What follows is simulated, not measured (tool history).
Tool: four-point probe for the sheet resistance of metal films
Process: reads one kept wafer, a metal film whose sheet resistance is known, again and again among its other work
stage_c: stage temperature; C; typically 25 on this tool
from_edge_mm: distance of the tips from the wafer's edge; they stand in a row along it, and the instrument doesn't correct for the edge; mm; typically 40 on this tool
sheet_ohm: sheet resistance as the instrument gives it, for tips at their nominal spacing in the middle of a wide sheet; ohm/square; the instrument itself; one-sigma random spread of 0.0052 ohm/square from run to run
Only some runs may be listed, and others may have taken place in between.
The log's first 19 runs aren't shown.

run   hour  stage_c  from_edge_mm  touches since the probe head was changed  hours of work since the stage's thermometer was calibrated  sheet_ohm
 20  508.5       25            40                                     44362                                                        1146  25.857321
 21  538.2       25            62                                     45468                                                        1167  25.844852
 22  562.2       25            62                                     46358                                                        1183  25.847921
 23  589.6       19             4                                     47379                                                        1202  26.246516
 24  624.9       28            37                                     48689                                                        1227  25.748134
 25  644.8       25            71                                     49430                                                        1241  25.831765
 26  664.5       31            59                                     50162                                                        1254  25.649762
 27  700.4       25            13                                     51498                                                        1279   25.84955
 28    731       18            13                                     52632                                                        1301  26.064872
 29  761.4       18            13                                     53765                                                        1322  26.064975
 30  779.9       18            13                                     54452                                                        1335  26.069514
     791.1  -- stage's thermometer calibrated
 31  815.8       20             4                                     55766                                                          17  26.214382
 32  855.7       22             7                                     57250                                                          45  26.000517
 33  875.7       34             7                                     57995                                                          59  25.647031
 34  894.3       22            33                                     58685                                                          72   25.93362

For run 35, what comes out?
 35   924       22            33                                     59790                                                          92          ?

Run 35 measured sheet_ohm 25.926123 ohm/square.
Had the tool carried no hidden state, the very same run would have given sheet_ohm 26.126415 ohm/square.

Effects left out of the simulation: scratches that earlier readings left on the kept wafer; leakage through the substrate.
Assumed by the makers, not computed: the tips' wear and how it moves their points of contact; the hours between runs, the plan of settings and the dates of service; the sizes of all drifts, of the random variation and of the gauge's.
